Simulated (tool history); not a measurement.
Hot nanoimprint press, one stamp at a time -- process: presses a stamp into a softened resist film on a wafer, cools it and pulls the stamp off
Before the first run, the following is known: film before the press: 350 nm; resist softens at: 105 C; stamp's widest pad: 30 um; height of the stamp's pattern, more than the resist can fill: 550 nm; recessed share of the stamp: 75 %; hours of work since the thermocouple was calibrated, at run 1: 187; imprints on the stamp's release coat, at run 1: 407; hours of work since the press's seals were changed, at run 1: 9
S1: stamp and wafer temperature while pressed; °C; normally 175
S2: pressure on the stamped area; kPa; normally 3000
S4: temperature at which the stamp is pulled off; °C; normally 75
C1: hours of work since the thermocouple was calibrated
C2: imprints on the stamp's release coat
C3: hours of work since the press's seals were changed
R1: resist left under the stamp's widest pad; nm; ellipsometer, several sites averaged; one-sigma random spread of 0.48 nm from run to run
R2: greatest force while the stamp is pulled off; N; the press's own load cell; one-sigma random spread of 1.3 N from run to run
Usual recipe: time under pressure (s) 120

Run 1, hour 0: usual settings; C1 187; C2 407; C3 9. Result: R1 128.2 nm, R2 94 N.
Run 2, hour 11.7: usual settings; C1 195; C2 440; C3 17. Result: R1 129.1 nm, R2 90 N.
Run 3, hour 25.7: usual settings; C1 204; C2 478; C3 26. Result: R1 129.3 nm, R2 92 N.
Run 4, hour 39.5: usual settings but time under pressure (s) 176; C1 213; C2 516; C3 35. Result: R1 111.6 nm, R2 92 N.
Run 5, hour 46.3: usual settings but S2 4210 kPa; C1 218; C2 535; C3 40. Result: R1 105.3 nm, R2 92 N.
Run 6, hour 55: usual settings but S2 4210 kPa; C1 223; C2 559; C3 46. Result: R1 105 nm, R2 90 N.
Run 7, hour 61.3: usual settings but S2 4210 kPa; C1 228; C2 576; C3 50. Result: R1 104.1 nm, R2 95 N.
Run 8, hour 75.5: usual settings; C1 237; C2 615; C3 59. Result: R1 127.8 nm, R2 91 N.
Run 9, hour 83.6: usual settings; C1 242; C2 638; C3 65. Result: R1 127.7 nm, R2 91 N.
Run 10, hour 92.6: usual settings but time under pressure (s) 63; C1 248; C2 663; C3 71. Result: R1 158.4 nm, R2 91 N.
Run 11, hour 106.8: usual settings but time under pressure (s) 63; C1 258; C2 702; C3 80. Result: R1 158.3 nm, R2 94 N.
Run 12, hour 117.7: usual settings but time under pressure (s) 63; C1 265; C2 732; C3 87. Result: R1 158.8 nm, R2 93 N.
Run 13, hour 127.9: usual settings but S2 2370 kPa, time under pressure (s) 63; C1 272; C2 760; C3 94. Result: R1 180.5 nm, R2 91 N.
Run 14, hour 134.7: usual settings; C1 276; C2 779; C3 98. Result: R1 128 nm, R2 95 N.
Run 15, hour 147.3: usual settings but S2 2060 kPa; C1 285; C2 814; C3 107. Result: R1 157.8 nm, R2 94 N.
Run 16, hour 153.6: usual settings but S2 2060 kPa; C1 289; C2 831; C3 111. Result: R1 157.7 nm, R2 93 N.
Run 17, hour 167.2: usual settings but S2 2060 kPa; C1 298; C2 868; C3 120. Result: R1 158.4 nm, R2 93 N.
Run 18, hour 179.6: usual settings but S2 2060 kPa; C1 306; C2 903; C3 128. Result: R1 158.8 nm, R2 91 N.
Run 19, hour 187.3: usual settings but S1 172 °C, S2 4400 kPa, time under pressure (s) 124, S4 71 °C; C1 311; C2 924; C3 133. Result: R1 109 nm, R2 105 N.
Run 20, hour 193.4: usual settings but S2 2630 kPa, S4 63 °C; C1 315; C2 941; C3 137. Result: R1 137.8 nm, R2 125 N.
Run 21, hour 201.4: usual settings but S2 2630 kPa, S4 63 °C; C1 320; C2 963; C3 143. Result: R1 136.9 nm, R2 126 N.
Run 22, hour 208: usual settings but S4 73 °C; C1 325; C2 981; C3 147. Result: R1 126.9 nm, R2 99 N.
Run 23, hour 220.3: usual settings but S2 2580 kPa, S4 68 °C; C1 333; C2 1015; C3 155. Result: R1 138.9 nm, R2 112 N.
Run 24, hour 231.8: usual settings but S2 2630 kPa, time under pressure (s) 81, S4 77 °C; C1 341; C2 1046; C3 163. Result: R1 155.9 nm, R2 90 N.
Run 25, hour 244.6: usual settings but S1 165 °C, S4 80 °C; C1 349; C2 1082; C3 171. Result: R1 167 nm, R2 79 N.
Run 26, hour 254.2: usual settings but S1 165 °C, S4 80 °C; C1 355; C2 1108; C3 178. Result: R1 167.3 nm, R2 79 N.
Run 27, hour 261.2: usual settings but S1 165 °C, S4 80 °C; C1 360; C2 1128; C3 182. Result: R1 167.6 nm, R2 79 N.
Run 28, hour 267.4: usual settings but S2 2210 kPa; C1 364; C2 1145; C3 186. Result: R1 151.3 nm, R2 92 N.
Run 29, hour 276.7: usual settings but S1 172 °C, S2 2210 kPa; C1 370; C2 1170; C3 193. Result: R1 164.3 nm, R2 92 N.

Below, each run's measurement less what the same run would have read without the hidden state. Both values contain the same run-to-run variation, but the gauge's scatter may not be the same in both:
Hidden conditions of the tool in this case: true temperature over the reading, C; pressure that arrives at the usual setting, %; grip of the stamp's worn release coat, % over a new coat's; drift of the gauge itself on residual_nm, %; drift of the gauge itself on pull_off_n, %.
run    R1
  1  -0.1
  2  -0.2
  3  -0.4
  4  -0.4
  5  -0.4
  6  -0.5
  7  -0.6
  8  -0.8
  9  -0.8
 10  -1.2
 11  -1.3
 12  -1.4
 13  -1.7
 14  -1.3
 15  -1.8
 16  -1.8
 17  -1.9
 18  -2.1
 19  -1.5
 20  -1.9
 21    -2
 22    -2
 23  -2.2
 24  -2.7
 25    -3
 26  -3.1
 27  -3.1
 28  -2.9
 29  -3.3
R2: at most 1 N away from the measurement, every run.
